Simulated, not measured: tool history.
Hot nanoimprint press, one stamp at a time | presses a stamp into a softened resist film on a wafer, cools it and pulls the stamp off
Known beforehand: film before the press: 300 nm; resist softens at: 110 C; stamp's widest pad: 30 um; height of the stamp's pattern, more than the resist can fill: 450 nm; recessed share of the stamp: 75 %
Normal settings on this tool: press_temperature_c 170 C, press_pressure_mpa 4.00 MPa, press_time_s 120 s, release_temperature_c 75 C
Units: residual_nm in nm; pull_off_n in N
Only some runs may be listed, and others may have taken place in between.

run 1 hour=0.0 | press_temperature_c=170 press_pressure_mpa=4.00 press_time_s=120 release_temperature_c=75 | residual_nm=168.7 pull_off_n=117
run 2 hour=60.2 | press_temperature_c=170 press_pressure_mpa=4.00 press_time_s=120 release_temperature_c=75 | residual_nm=168.7 pull_off_n=123
run 3 hour=97.5 | press_temperature_c=170 press_pressure_mpa=4.00 press_time_s=120 release_temperature_c=75 | residual_nm=169.4 pull_off_n=125
run 4 hour=149.5 | press_temperature_c=170 press_pressure_mpa=4.00 press_time_s=120 release_temperature_c=75 | residual_nm=170.8 pull_off_n=123
-- hour=201.4 stamp cleaned and given a new release coat
run 5 hour=210.9 | press_temperature_c=170 press_pressure_mpa=4.00 press_time_s=120 release_temperature_c=75 | residual_nm=169.4 pull_off_n=111
run 6 hour=259.2 | press_temperature_c=165 press_pressure_mpa=4.00 press_time_s=120 release_temperature_c=75 | residual_nm=202.1 pull_off_n=112
run 7 hour=293.2 | press_temperature_c=165 press_pressure_mpa=4.00 press_time_s=120 release_temperature_c=75 | residual_nm=201.9 pull_off_n=119
-- hour=316.5 press's hydraulic seals changed and the load cell set to zero
run 8 hour=350.6 | press_temperature_c=170 press_pressure_mpa=4.00 press_time_s=120 release_temperature_c=75 | residual_nm=169.6 pull_off_n=116
run 9 hour=391.1 | press_temperature_c=170 press_pressure_mpa=4.00 press_time_s=120 release_temperature_c=75 | residual_nm=169.0 pull_off_n=118
-- hour=415.2 plate thermocouple calibrated
run 10 hour=455.8 | press_temperature_c=170 press_pressure_mpa=4.00 press_time_s=120 release_temperature_c=75 | residual_nm=168.2 pull_off_n=122
run 11 hour=518.1 | press_temperature_c=170 press_pressure_mpa=4.00 press_time_s=120 release_temperature_c=75 | residual_nm=169.3 pull_off_n=127
run 12 hour=576.9 | press_temperature_c=170 press_pressure_mpa=4.00 press_time_s=120 release_temperature_c=75 | residual_nm=168.9 pull_off_n=128
-- hour=595.2 stamp cleaned and given a new release coat
run 13 hour=645.5 | press_temperature_c=170 press_pressure_mpa=4.00 press_time_s=120 release_temperature_c=75 | residual_nm=170.8 pull_off_n=113
run 14 hour=698.6 | press_temperature_c=170 press_pressure_mpa=4.00 press_time_s=120 release_temperature_c=75 | residual_nm=170.4 pull_off_n=115
run 15 hour=730.2 | press_temperature_c=170 press_pressure_mpa=4.00 press_time_s=150 release_temperature_c=75 | residual_nm=158.8 pull_off_n=117
run 16 hour=778.1 | press_temperature_c=170 press_pressure_mpa=4.00 press_time_s=82 release_temperature_c=75 | residual_nm=192.2 pull_off_n=119
run 17 hour=813.2 | press_temperature_c=171 press_pressure_mpa=2.67 press_time_s=68 release_temperature_c=75 | residual_nm=222.6 pull_off_n=121
-- hour=831.6 plate thermocouple calibrated
run 18 hour=866.6 | press_temperature_c=163 press_pressure_mpa=5.83 press_time_s=120 release_temperature_c=75 | residual_nm=189.1 pull_off_n=120
run 19 hour=905.1 | press_temperature_c=182 press_pressure_mpa=4.58 press_time_s=108 release_temperature_c=79 | residual_nm=104.9 pull_off_n=114
run 20 hour=949.4 | press_temperature_c=170 press_pressure_mpa=4.00 press_time_s=70 release_temperature_c=75 | residual_nm=197.4 pull_off_n=129
-- hour=983.0 stamp cleaned and given a new release coat
run 21 hour=985.7 | press_temperature_c=170 press_pressure_mpa=4.00 press_time_s=74 release_temperature_c=75 | residual_nm=196.2 pull_off_n=110
run 22 hour=1025.2 | press_temperature_c=158 press_pressure_mpa=4.00 press_time_s=74 release_temperature_c=62 | residual_nm=261.6 pull_off_n=139
run 23 hour=1056.5 | press_temperature_c=158 press_pressure_mpa=4.00 press_time_s=149 release_temperature_c=62 | residual_nm=232.8 pull_off_n=139
run 24 hour=1097.6 | press_temperature_c=166 press_pressure_mpa=4.00 press_time_s=85 release_temperature_c=75 | residual_nm=213.3 pull_off_n=114
run 25 hour=1132.1 | press_temperature_c=164 press_pressure_mpa=5.05 press_time_s=100 release_temperature_c=81 | residual_nm=203.2 pull_off_n=103
run 26 hour=1178.8 | press_temperature_c=182 press_pressure_mpa=3.47 press_time_s=64 release_temperature_c=77 | residual_nm=148.3 pull_off_n=113
run 27 hour=1232.4 | press_temperature_c=182 press_pressure_mpa=3.47 press_time_s=64 release_temperature_c=77 | residual_nm=148.1 pull_off_n=119

Difference, measured minus no-hidden-state, one row per run. Run-to-run variation is common to both terms; the gauge's own scatter need not be:
What the log doesn't record here: true temperature over the reading, C; pressure that arrives at the usual setting, %; grip of the stamp's worn release coat, % over a new coat's; drift of the gauge itself on residual_nm, %; drift of the gauge itself on pull_off_n, %.
run=1 residual_nm=+0.5 pull_off_n=+9
run=2 residual_nm=+1.2 pull_off_n=+12
run=3 residual_nm=+1.6 pull_off_n=+15
run=4 residual_nm=+2.2 pull_off_n=+16
run=5 residual_nm=+2.9 pull_off_n=+1
run=6 residual_nm=+3.4 pull_off_n=+3
run=7 residual_nm=+3.8 pull_off_n=+6
run=8 residual_nm=+2.2 pull_off_n=+8
run=9 residual_nm=+2.7 pull_off_n=+10
run=10 residual_nm=+0.5 pull_off_n=+12
run=11 residual_nm=+1.3 pull_off_n=+16
run=12 residual_nm=+2.1 pull_off_n=+19
run=13 residual_nm=+2.8 pull_off_n=+3
run=14 residual_nm=+3.4 pull_off_n=+6
run=15 residual_nm=+3.7 pull_off_n=+8
run=16 residual_nm=+4.3 pull_off_n=+10
run=17 residual_nm=+3.8 pull_off_n=+13
run=18 residual_nm=+0.2 pull_off_n=+13
run=19 residual_nm=+0.5 pull_off_n=+14
run=20 residual_nm=+0.6 pull_off_n=+18
run=21 residual_nm=+0.9 pull_off_n=+0
run=22 residual_nm=+0.7 pull_off_n=+2
run=23 residual_nm=+1.3 pull_off_n=+5
run=24 residual_nm=+2.0 pull_off_n=+6
run=25 residual_nm=+3.1 pull_off_n=+6
run=26 residual_nm=+2.6 pull_off_n=+9
run=27 residual_nm=+3.0 pull_off_n=+13
